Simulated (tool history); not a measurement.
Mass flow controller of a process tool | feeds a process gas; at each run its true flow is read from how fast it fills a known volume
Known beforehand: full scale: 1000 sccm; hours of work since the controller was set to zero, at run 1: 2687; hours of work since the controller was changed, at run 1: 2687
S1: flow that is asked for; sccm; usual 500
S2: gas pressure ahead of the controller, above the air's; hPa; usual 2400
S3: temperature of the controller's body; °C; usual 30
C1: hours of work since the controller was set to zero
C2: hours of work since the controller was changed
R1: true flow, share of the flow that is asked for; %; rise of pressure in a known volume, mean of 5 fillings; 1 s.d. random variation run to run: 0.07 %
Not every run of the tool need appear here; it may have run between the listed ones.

run    hour   S1    S2  S3    C1    C2     R1
  1     0.0  500  2400  30  2687  2687  99.28
  2    74.7  500  2400  30  2731  2731  99.21
  3   147.8  391  2400  30  2775  2775  99.13
  4   240.0  391  2400  30  2830  2830  98.84
  5   412.8  439  2400  30  2932  2932  98.80
  6   578.8  439  2400  30  3031  3031  98.46
  7   665.4  439  2400  30  3083  3083  98.55
  8   782.5  439  1620  30  3152  3152  98.02
  9   948.3  500  2400  30  3251  3251  98.24
 10  1118.8  500  2400  30  3352  3352  98.02
 11  1273.4  500  2400  30  3444  3444  97.69
 12  1399.6  500  2400  30  3519  3519  97.67
 13  1548.7  500  2400  40  3608  3608  96.83
 14  1627.0  500  2400  30  3654  3654  97.56
 15  1765.7  500  2400  30  3737  3737  97.20
 16  1922.4  500  1670  30  3830  3830  96.67
 17  2040.0  500  1670  30  3900  3900  96.67
 18  2201.1  500  1670  30  3996  3996  96.43
     2289.6  -- gauge calibrated
 19  2323.9  500  1670  30  4069  4069  99.00
 20  2399.5  500  2400  30  4114  4114  99.22
 21  2473.8  500  2400  30  4158  4158  99.10
 22  2646.5  500  2400  30  4261  4261  98.87
 23  2785.1  500  2400  30  4343  4343  98.78
 24  2927.2  500  2470  30  4428  4428  98.50
 25  3080.5  628  1510  24  4519  4519  98.54
 26  3240.0  198  1490  30  4614  4614  97.48
 27  3364.5  500  2280  30  4688  4688  98.01
 28  3474.3  500  2280  30  4753  4753  97.91
 29  3569.4  500  1570  24  4810  4810  97.90
 30  3701.4  182  1710  30  4888  4888  97.06
 31  3780.3  182  1710  30  4935  4935  96.99
 32  3909.3  101  1420  21  5012  5012  97.18
 33  4055.9  101  1420  21  5099  5099  96.97
 34  4162.8  101  1420  21  5163  5163  96.96

Expected results for the next run?
 35  4239.8  101  1420  21  5208  5208   ?

{"run 35": {"R1": 96.73}}
With the hidden condition absent and the run-to-run variation left alone, this run would have shown R1 99.11 %.
